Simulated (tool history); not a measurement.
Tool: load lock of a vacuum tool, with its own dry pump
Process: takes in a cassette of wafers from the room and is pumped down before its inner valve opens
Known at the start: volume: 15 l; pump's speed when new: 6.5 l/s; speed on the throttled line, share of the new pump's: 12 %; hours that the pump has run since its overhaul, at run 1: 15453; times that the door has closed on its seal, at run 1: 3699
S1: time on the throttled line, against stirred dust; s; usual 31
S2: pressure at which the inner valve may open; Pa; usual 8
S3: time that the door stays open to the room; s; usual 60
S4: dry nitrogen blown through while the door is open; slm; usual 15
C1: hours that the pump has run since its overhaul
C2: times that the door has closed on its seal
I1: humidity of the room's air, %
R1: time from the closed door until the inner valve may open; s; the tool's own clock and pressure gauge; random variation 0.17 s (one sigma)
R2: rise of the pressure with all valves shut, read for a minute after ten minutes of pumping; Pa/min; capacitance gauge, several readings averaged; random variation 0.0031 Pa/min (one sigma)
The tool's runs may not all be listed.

Run 1, day 0: usual settings; C1 15453; C2 3699; I1 45.9. Result: R1 51.8 s, R2 0.092 Pa/min.
Run 2, day 12.554: usual settings; C1 15754; C2 4089; I1 43.2. Result: R1 51.5 s, R2 0.095 Pa/min.
Run 3, day 18.917: usual settings but S1 29 s; C1 15907; C2 4286; I1 44. Result: R1 50.2 s, R2 0.093 Pa/min.
Run 4, day 28.262: usual settings but S1 29 s; C1 16131; C2 4577; I1 46.5. Result: R1 50 s, R2 0.1 Pa/min.
Run 5, day 35.608: usual settings but S4 5 slm; C1 16307; C2 4805; I1 46.6. Result: R1 52 s, R2 0.124 Pa/min.
Run 6, day 46.308: usual settings but S4 5 slm; C1 16564; C2 5137; I1 42. Result: R1 52 s, R2 0.116 Pa/min.
Run 7, day 58.108: usual settings but S3 93 s; C1 16847; C2 5504; I1 46.9. Result: R1 52.1 s, R2 0.132 Pa/min.
Run 8, day 67.646: usual settings but S3 93 s; C1 17076; C2 5800; I1 41.9. Result: R1 52.1 s, R2 0.13 Pa/min.
Run 9, day 78.675: usual settings but S3 93 s; C1 17341; C2 6143; I1 43.6. Result: R1 52.3 s, R2 0.128 Pa/min.
Run 10, day 88.917: usual settings but S1 43 s, S3 93 s; C1 17587; C2 6461; I1 41.4. Result: R1 62.5 s, R2 0.117 Pa/min.
Run 11, day 94.108: usual settings but S1 43 s, S3 93 s; C1 17711; C2 6623; I1 45.5. Result: R1 62.7 s, R2 0.134 Pa/min.
Run 12, day 105.658: usual settings but S1 43 s, S3 93 s; C1 17988; C2 6981; I1 45.7. Result: R1 62.6 s, R2 0.138 Pa/min.
Run 13, day 111.058: usual settings but S4 7 slm; C1 18118; C2 7149; I1 48.2. Result: R1 52.3 s, R2 0.139 Pa/min.
Run 14, day 121.658: usual settings but S4 7 slm; C1 18372; C2 7479; I1 44. Result: R1 52.5 s, R2 0.128 Pa/min.
Run 15, day 132.517: usual settings but S4 7 slm; C1 18633; C2 7816; I1 44.5. Result: R1 52.3 s, R2 0.134 Pa/min.
Run 16, day 139.867: usual settings but S4 7 slm; C1 18809; C2 8044; I1 40.5. Result: R1 52.7 s, R2 0.125 Pa/min.
Run 17, day 146.438: usual settings but S3 94 s; C1 18967; C2 8249; I1 44. Result: R1 52.2 s, R2 0.14 Pa/min.
Run 18, day 153.658: usual settings but S3 94 s; C1 19140; C2 8473; I1 46.8. Result: R1 52.5 s, R2 0.149 Pa/min.
Run 19, day 163.65: usual settings but S3 94 s, S4 7 slm; C1 19380; C2 8783; I1 46.4. Result: R1 52.6 s, R2 0.172 Pa/min.
Run 20, day 173.95: usual settings but S3 94 s, S4 7 slm; C1 19627; C2 9103; I1 46.1. Result: R1 52.8 s, R2 0.183 Pa/min.
Run 21, day 181.354: usual settings but S1 58 s, S2 11 Pa, S3 67 s, S4 7 slm; C1 19805; C2 9333; I1 48. Result: R1 75.3 s, R2 0.161 Pa/min.
Run 22, day 192.171: usual settings but S1 25 s, S3 140 s; C1 20065; C2 9669; I1 46.7. Result: R1 47.9 s, R2 0.187 Pa/min.
Run 23, day 201.1: usual settings but S1 25 s, S3 140 s; C1 20279; C2 9947; I1 43.1. Result: R1 47.8 s, R2 0.187 Pa/min.
Run 24, day 208.454: usual settings but S2 12 Pa, S4 10 slm; C1 20456; C2 10175; I1 42.8. Result: R1 51.8 s, R2 0.14 Pa/min.
Run 25, day 215.046: usual settings but S2 9 Pa, S3 160 s; C1 20614; C2 10380; I1 45.3. Result: R1 52.2 s, R2 0.207 Pa/min.
Run 26, day 224.217: usual settings but S1 18 s, S3 56 s; C1 20834; C2 10665; I1 48.6. Result: R1 41.8 s, R2 0.145 Pa/min.
Run 27, day 233.512: usual settings but S1 26 s, S4 7 slm; C1 21057; C2 10954; I1 46.6. Result: R1 48.8 s, R2 0.166 Pa/min.
Run 28, day 242.021: usual settings but S1 26 s, S4 16 slm; C1 21261; C2 11218; I1 43. Result: R1 48.6 s, R2 0.14 Pa/min.
Run 29, day 250.2: usual settings but S1 44 s, S2 10 Pa, S3 40 s, S4 22 slm; C1 21457; C2 11472; I1 47. Result: R1 63.8 s, R2 0.124 Pa/min.
Run 30, day 257.796: usual settings but S1 21 s; C1 21640; C2 11708; I1 44.5. Result: R1 44.4 s, R2 0.151 Pa/min.
Run 31, day 265.438: usual settings but S1 21 s, S3 34 s; C1 21823; C2 11946; I1 44. Result: R1 44.6 s, R2 0.133 Pa/min.
Run 32, day 272.583: usual settings but S1 28 s, S2 15 Pa, S3 125 s, S4 14 slm; C1 21995; C2 12168; I1 43.9. Result: R1 48.9 s, R2 0.199 Pa/min.
Run 33, day 278.3: usual settings but S1 17 s, S3 135 s, S4 5 slm; C1 22132; C2 12345; I1 47.7. Result: R1 40.9 s, R2 0.255 Pa/min.
At day 286.883: dry pump taken out, an overhauled one fitted.
Run 34, day 288.404: usual settings but S1 32 s, S3 86 s; C1 37; C2 12652; I1 45.6. Result: R1 50.4 s, R2 0.183 Pa/min.
Run 35, day 294.333: usual settings but S1 32 s, S3 86 s; C1 179; C2 12836; I1 43.9. Result: R1 50.2 s, R2 0.174 Pa/min.
Run 36, day 302.983: usual settings but S1 19 s, S2 16 Pa, S3 86 s; C1 386; C2 13105; I1 44.9. Result: R1 37.3 s, R2 0.18 Pa/min.
Run 37, day 312.629: usual settings but S1 36 s, S2 9 Pa, S3 31 s, S4 24 slm; C1 618; C2 13404; I1 46.3. Result: R1 53.4 s, R2 0.136 Pa/min.

Hidden state or all else? Some run-to-run changes of R1, split into what the settings, what came in and random variation would give without the hidden state, and what is left for the hidden state (with any gauge scatter that isn't in both results):
The hidden state here: pump's speed, % of a new pump's; leak at the door's seal, Pa l/s; drift of the gauge itself on ready_s, %; drift of the gauge itself on rise_pa_min, %.
Run 20 -> 21: S1 31 -> 58, S2 8 -> 11, S3 94 -> 67. R1 +22.5 s: hidden state -0.7, all else +23.2.
Run 21 -> 22: S1 58 -> 25, S2 11 -> 8, S3 67 -> 140, S4 7 -> 15. R1 -27.4 s: hidden state +1, all else -28.4.
Run 29 -> 30: S1 44 -> 21, S2 10 -> 8, S3 40 -> 60, S4 22 -> 15. R1 -19.4 s: hidden state +0.6, all else -20.
Run 33 -> 34: S1 17 -> 32, S3 135 -> 86, S4 5 -> 15, dry pump taken out, an overhauled one fitted. R1 +9.5 s: hidden state -4.3, all else +13.8.
